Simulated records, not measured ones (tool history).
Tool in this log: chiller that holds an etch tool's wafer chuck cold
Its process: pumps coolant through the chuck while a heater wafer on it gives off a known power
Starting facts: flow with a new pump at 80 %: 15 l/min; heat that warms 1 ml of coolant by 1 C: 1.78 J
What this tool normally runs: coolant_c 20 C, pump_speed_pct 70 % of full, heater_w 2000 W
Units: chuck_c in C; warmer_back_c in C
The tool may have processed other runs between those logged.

| run | hour | coolant_c | pump_speed_pct | heater_w | chuck_c | warmer_back_c |
|---|---|---|---|---|---|---|
| 1 | 0.0 | 20 | 70 | 2000 | 35.0 | 5.31 |
| 2 | 120.2 | 20 | 70 | 2000 | 35.0 | 5.17 |
| 3 | 212.5 | 20 | 70 | 2000 | 35.0 | 5.29 |
| 4 | 366.7 | 20 | 70 | 2000 | 35.1 | 5.28 |
| 5 | 540.1 | 20 | 70 | 2000 | 35.0 | 5.22 |
| 6 | 695.1 | 11 | 70 | 2000 | 26.2 | 5.19 |
| 7 | 878.4 | 11 | 70 | 2000 | 26.4 | 5.28 |
| 8 | 1014.6 | 20 | 70 | 2000 | 35.3 | 5.27 |
| 9 | 1187.0 | 20 | 70 | 2000 | 35.2 | 5.29 |
| 10 | 1350.8 | 20 | 70 | 2000 | 35.2 | 5.32 |
| 11 | 1439.1 | 20 | 70 | 2000 | 35.4 | 5.25 |
| 12 | 1540.5 | 20 | 70 | 2000 | 35.7 | 5.37 |
| 13 | 1691.0 | 20 | 70 | 2000 | 35.5 | 5.27 |
| 14 | 1876.7 | 16 | 70 | 2000 | 31.5 | 5.30 |
| 15 | 2000.6 | 16 | 70 | 2000 | 31.5 | 5.32 |
| 16 | 2090.3 | 16 | 70 | 2000 | 31.4 | 5.34 |
| 17 | 2271.7 | 20 | 72 | 1978 | 35.3 | 5.09 |
| 18 | 2410.3 | 10 | 69 | 1995 | 25.6 | 5.47 |
| 19 | 2560.2 | 24 | 77 | 1559 | 35.6 | 3.82 |
| 20 | 2731.4 | 24 | 77 | 1559 | 35.7 | 3.82 |
| 21 | 2915.5 | 15 | 70 | 1027 | 23.0 | 2.75 |
| 22 | 3008.8 | 15 | 70 | 1027 | 23.2 | 2.77 |
| 23 | 3086.8 | 15 | 70 | 1027 | 23.2 | 2.86 |
| 24 | 3189.7 | 18 | 63 | 1554 | 31.0 | 4.67 |
| 25 | 3282.4 | 18 | 63 | 1554 | 30.9 | 4.72 |
| 26 | 3452.4 | 14 | 71 | 2193 | 31.4 | 5.87 |
| 27 | 3553.5 | 14 | 63 | 1052 | 22.7 | 3.09 |
| 28 | 3687.6 | 19 | 60 | 2000 | 36.3 | 6.34 |
| 29 | 3828.4 | 20 | 84 | 1014 | 27.4 | 2.29 |

Hidden state or all else? Some run-to-run changes of chuck_c, split into what the settings, what came in and random variation would give without the hidden state, and what is left for the hidden state (with any gauge scatter that isn't in both results):
What the log doesn't record here: heat passed by the chuck's channels, % of clean ones'; flow at a given pump speed, % of a new pump's; coolant's true temperature over the reading, C; drift of the gauge itself on chuck_c, C; drift of the gauge itself on warmer_back_c, C.
Run 20 -> 21: coolant_c 24 -> 15, pump_speed_pct 77 -> 70, heater_w 1559 -> 1027. chuck_c -12.7 C: hidden state -0.4, all else -12.3.
Run 27 -> 28: coolant_c 14 -> 19, pump_speed_pct 63 -> 60, heater_w 1052 -> 2000. chuck_c +13.6 C: hidden state +1.1, all else +12.5.
Run 28 -> 29: coolant_c 19 -> 20, pump_speed_pct 60 -> 84, heater_w 2000 -> 1014. chuck_c -8.9 C: hidden state -1.2, all else -7.7.
